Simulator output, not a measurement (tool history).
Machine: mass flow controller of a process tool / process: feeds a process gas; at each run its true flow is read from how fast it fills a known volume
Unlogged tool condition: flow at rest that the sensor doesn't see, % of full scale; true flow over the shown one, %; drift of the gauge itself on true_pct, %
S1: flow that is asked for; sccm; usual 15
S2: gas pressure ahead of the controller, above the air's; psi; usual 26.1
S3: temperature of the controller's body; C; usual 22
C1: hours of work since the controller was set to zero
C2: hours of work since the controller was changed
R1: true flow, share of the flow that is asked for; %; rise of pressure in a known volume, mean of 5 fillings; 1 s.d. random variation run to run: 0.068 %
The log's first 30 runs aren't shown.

Run 31, hour 2288.2: usual settings but S1 18 sccm, S2 28.1 psi, S3 37 C; C1 2155; C2 2155. Result: R1 99.15 %.
Run 32, hour 2400.3: usual settings but S1 8 sccm, S2 38.4 psi, S3 28 C; C1 2243; C2 2243. Result: R1 98.14 %.
Run 33, hour 2457.3: usual settings but S2 37.0 psi; C1 2288; C2 2288. Result: R1 98.04 %.
Run 34, hour 2541.3: usual settings but S3 23 C; C1 2354; C2 2354. Result: R1 97.86 %.
Run 35, hour 2632.9: usual settings but S1 16 sccm, S2 29.7 psi; C1 2426; C2 2426. Result: R1 98.10 %.
Run 36, hour 2740.6: usual settings but S1 23 sccm, S2 27.6 psi, S3 33 C; C1 2511; C2 2511. Result: R1 99.14 %.
Run 37, hour 2790.4: usual settings but S1 23 sccm, S2 27.6 psi, S3 33 C; C1 2550; C2 2550. Result: R1 99.16 %.
Run 38, hour 2845.5: usual settings but S1 30 sccm, S2 21.2 psi; C1 2594; C2 2594. Result: R1 98.54 %.
Run 39, hour 2958.7: usual settings but S1 37 sccm, S2 36.5 psi, S3 32 C; C1 2683; C2 2683. Result: R1 99.98 %.
Run 40, hour 3054.2: usual settings but S1 20 sccm, S2 32.5 psi, S3 24 C; C1 2758; C2 2758. Result: R1 98.37 %.
Run 41, hour 3110.2: usual settings but S1 5 sccm, S2 30.2 psi, S3 24 C; C1 2802; C2 2802. Result: R1 97.43 %.
Run 42, hour 3173.5: usual settings but S1 12 sccm, S2 30.3 psi, S3 38 C; C1 2852; C2 2852. Result: R1 99.03 %.
Run 43, hour 3258.3: usual settings but S1 44 sccm, S2 30.3 psi, S3 26 C; C1 2919; C2 2919. Result: R1 99.74 %.
Run 44, hour 3343.5: usual settings but S1 16 sccm, S2 24.7 psi, S3 37 C; C1 2986; C2 2986. Result: R1 98.98 %.
Run 45, hour 3449.7: usual settings but S2 32.9 psi; C1 3069; C2 3069. Result: R1 97.93 %.
Run 46, hour 3500.8: usual settings but S2 32.9 psi; C1 3109; C2 3109. Result: R1 98.05 %.
Run 47, hour 3578.0: usual settings but S1 16 sccm, S3 39 C; C1 3170; C2 3170. Result: R1 99.22 %.
Run 48, hour 3626.4: usual settings but S1 16 sccm, S3 39 C; C1 3208; C2 3208. Result: R1 99.18 %.
Run 49, hour 3676.1: usual settings but S1 28 sccm, S2 35.2 psi, S3 25 C; C1 3247; C2 3247. Result: R1 98.97 %.
Run 50, hour 3733.1: usual settings but S1 17 sccm, S2 27.8 psi, S3 27 C; C1 3292; C2 3292. Result: R1 98.18 %.

Forecast each of these 3 alternatives for the next run:
Run A, hour 3812.0: usual settings but S1 17 sccm, S2 29.3 psi, S3 27 C; C1 3354; C2 3354. Result: R1 ?.
Run B, hour 3812.0: usual settings; C1 3354; C2 3354. Result: R1 ?.
Run C, hour 3812.0: usual settings but S1 17 sccm, S2 24.4 psi; C1 3354; C2 3354. Result: R1 ?.

run     R1
  A  98.54
  B  97.75
  C  97.88
Without the tool's hidden state the same runs would have given:
run     R1
  A  98.54
  B  97.75
  C  97.88
